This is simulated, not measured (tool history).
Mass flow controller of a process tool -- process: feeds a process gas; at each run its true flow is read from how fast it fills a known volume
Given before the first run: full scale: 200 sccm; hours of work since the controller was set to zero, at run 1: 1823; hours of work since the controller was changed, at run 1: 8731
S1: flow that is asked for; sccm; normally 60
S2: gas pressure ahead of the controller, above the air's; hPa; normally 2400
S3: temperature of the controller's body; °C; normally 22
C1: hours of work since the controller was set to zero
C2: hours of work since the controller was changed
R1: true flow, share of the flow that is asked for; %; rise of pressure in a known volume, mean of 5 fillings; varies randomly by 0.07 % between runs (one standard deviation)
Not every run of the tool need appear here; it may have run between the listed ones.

{"run": 1, "hour": 0.0, "S1": 60, "S2": 2400, "S3": 22, "C1": 1823, "C2": 8731, "R1": 96.6}
{"run": 2, "hour": 496.5, "S1": 60, "S2": 2400, "S3": 22, "C1": 2065, "C2": 8973, "R1": 96.61}
{"run": 3, "hour": 963.3, "S1": 174, "S2": 2400, "S3": 22, "C1": 2292, "C2": 9200, "R1": 96.86}
{"run": 4, "hour": 1334.8, "S1": 174, "S2": 2400, "S3": 22, "C1": 2473, "C2": 9381, "R1": 96.79}
{"run": 5, "hour": 1761.6, "S1": 174, "S2": 2400, "S3": 22, "C1": 2681, "C2": 9589, "R1": 96.73}
{"run": 6, "hour": 1989.8, "S1": 174, "S2": 2400, "S3": 22, "C1": 2792, "C2": 9700, "R1": 96.77}
{"run": 7, "hour": 2466.6, "S1": 60, "S2": 2400, "S3": 22, "C1": 3024, "C2": 9932, "R1": 96.48}
{"run": 8, "hour": 2765.8, "S1": 60, "S2": 2400, "S3": 22, "C1": 3169, "C2": 10077, "R1": 96.25}
{"run": 9, "hour": 3248.3, "S1": 60, "S2": 2400, "S3": 22, "C1": 3404, "C2": 10312, "R1": 96.28}
{"hour": 3352.9, "done": "controller exchanged for a calibrated one"}
{"run": 10, "hour": 3646.6, "S1": 60, "S2": 2400, "S3": 22, "C1": 143, "C2": 143, "R1": 99.27}
{"run": 11, "hour": 3944.3, "S1": 51, "S2": 2400, "S3": 22, "C1": 288, "C2": 288, "R1": 99.35}
{"run": 12, "hour": 4436.3, "S1": 51, "S2": 2400, "S3": 22, "C1": 527, "C2": 527, "R1": 99.38}
{"run": 13, "hour": 4900.9, "S1": 51, "S2": 2400, "S3": 22, "C1": 753, "C2": 753, "R1": 99.25}
{"run": 14, "hour": 5168.1, "S1": 52, "S2": 2400, "S3": 22, "C1": 884, "C2": 884, "R1": 99.2}
{"run": 15, "hour": 5464.3, "S1": 60, "S2": 2400, "S3": 22, "C1": 1028, "C2": 1028, "R1": 99.29}
{"run": 16, "hour": 5786.7, "S1": 60, "S2": 2400, "S3": 22, "C1": 1185, "C2": 1185, "R1": 99.27}
{"run": 17, "hour": 6057.9, "S1": 60, "S2": 2400, "S3": 22, "C1": 1317, "C2": 1317, "R1": 99.29}
{"run": 18, "hour": 6388.2, "S1": 60, "S2": 2400, "S3": 22, "C1": 1477, "C2": 1477, "R1": 99.05}
{"run": 19, "hour": 6687.1, "S1": 60, "S2": 2400, "S3": 22, "C1": 1623, "C2": 1623, "R1": 99.1}
{"run": 20, "hour": 7050.0, "S1": 60, "S2": 1650, "S3": 22, "C1": 1799, "C2": 1799, "R1": 99.21}
{"run": 21, "hour": 7417.9, "S1": 60, "S2": 2400, "S3": 22, "C1": 1979, "C2": 1979, "R1": 99.07}
{"run": 22, "hour": 7700.4, "S1": 60, "S2": 2580, "S3": 22, "C1": 2116, "C2": 2116, "R1": 99.05}
{"run": 23, "hour": 7908.4, "S1": 60, "S2": 2580, "S3": 22, "C1": 2217, "C2": 2217, "R1": 99.11}
{"run": 24, "hour": 8265.4, "S1": 60, "S2": 2580, "S3": 22, "C1": 2391, "C2": 2391, "R1": 99.04}
{"hour": 8286.8, "done": "controller's zero set anew"}
{"run": 25, "hour": 8752.0, "S1": 60, "S2": 2580, "S3": 22, "C1": 226, "C2": 2628, "R1": 98.93}
{"run": 26, "hour": 8954.7, "S1": 60, "S2": 2580, "S3": 22, "C1": 325, "C2": 2726, "R1": 98.99}
{"hour": 9359.3, "done": "controller's zero set anew, once more"}
{"run": 27, "hour": 9415.4, "S1": 37, "S2": 1720, "S3": 22, "C1": 27, "C2": 2950, "R1": 98.3}
{"run": 28, "hour": 9791.1, "S1": 37, "S2": 1720, "S3": 22, "C1": 210, "C2": 3133, "R1": 98.52}
{"run": 29, "hour": 10247.7, "S1": 24, "S2": 2600, "S3": 33, "C1": 432, "C2": 3355, "R1": 97.6}
{"run": 30, "hour": 10460.5, "S1": 24, "S2": 2600, "S3": 33, "C1": 536, "C2": 3459, "R1": 97.7}
{"run": 31, "hour": 10923.6, "S1": 33, "S2": 1550, "S3": 33, "C1": 761, "C2": 3684, "R1": 97.78}
{"run": 32, "hour": 11204.6, "S1": 32, "S2": 1470, "S3": 25, "C1": 898, "C2": 3821, "R1": 98.37}
{"run": 33, "hour": 11671.7, "S1": 60, "S2": 1460, "S3": 38, "C1": 1126, "C2": 4049, "R1": 97.18}
{"run": 34, "hour": 12069.1, "S1": 60, "S2": 1460, "S3": 38, "C1": 1319, "C2": 4242, "R1": 97.37}
{"run": 35, "hour": 12380.7, "S1": 79, "S2": 2400, "S3": 24, "C1": 1471, "C2": 4394, "R1": 98.06}
{"run": 36, "hour": 12823.5, "S1": 79, "S2": 2400, "S3": 24, "C1": 1686, "C2": 4609, "R1": 97.73}
{"run": 37, "hour": 13150.1, "S1": 68, "S2": 2400, "S3": 28, "C1": 1845, "C2": 4768, "R1": 97.56}
{"run": 38, "hour": 13596.5, "S1": 68, "S2": 2400, "S3": 28, "C1": 2062, "C2": 4985, "R1": 97.46}
{"run": 39, "hour": 14029.0, "S1": 68, "S2": 2400, "S3": 28, "C1": 2273, "C2": 5196, "R1": 97.56}
{"run": 40, "hour": 14465.3, "S1": 38, "S2": 2060, "S3": 28, "C1": 2485, "C2": 5408, "R1": 97.79}
{"run": 41, "hour": 14753.5, "S1": 28, "S2": 1600, "S3": 22, "C1": 2626, "C2": 5549, "R1": 98.57}
{"run": 42, "hour": 15131.6, "S1": 60, "S2": 1830, "S3": 31, "C1": 2810, "C2": 5732, "R1": 97.39}
{"run": 43, "hour": 15502.2, "S1": 38, "S2": 1830, "S3": 31, "C1": 2990, "C2": 5913, "R1": 97.79}
{"run": 44, "hour": 15948.5, "S1": 38, "S2": 1830, "S3": 32, "C1": 3207, "C2": 6130, "R1": 97.63}
{"run": 45, "hour": 16224.3, "S1": 38, "S2": 1830, "S3": 32, "C1": 3341, "C2": 6264, "R1": 97.47}
{"run": 46, "hour": 16596.6, "S1": 38, "S2": 1480, "S3": 32, "C1": 3523, "C2": 6446, "R1": 97.56}
{"run": 47, "hour": 16893.1, "S1": 38, "S2": 1480, "S3": 32, "C1": 3667, "C2": 6590, "R1": 97.52}

Below are 4 alternative next runs, each starting from the tool's condition after run 47. Predict each:
{"run": "A", "hour": 17210.7, "S1": 91, "S2": 1860, "S3": 32, "C1": 3822, "C2": 6744, "R1": "?"}
{"run": "B", "hour": 17210.7, "S1": 61, "S2": 1560, "S3": 28, "C1": 3822, "C2": 6744, "R1": "?"}
{"run": "C", "hour": 17210.7, "S1": 60, "S2": 1480, "S3": 32, "C1": 3822, "C2": 6744, "R1": "?"}
{"run": "D", "hour": 17210.7, "S1": 60, "S2": 2400, "S3": 38, "C1": 3822, "C2": 6744, "R1": "?"}

run=A R1=96.93
run=B R1=97.47
run=C R1=97.17
run=D R1=96.61
What these runs would have given with no unlogged condition in the tool:
run=A R1=98.91
run=B R1=99.17
run=C R1=98.86
run=D R1=98.29

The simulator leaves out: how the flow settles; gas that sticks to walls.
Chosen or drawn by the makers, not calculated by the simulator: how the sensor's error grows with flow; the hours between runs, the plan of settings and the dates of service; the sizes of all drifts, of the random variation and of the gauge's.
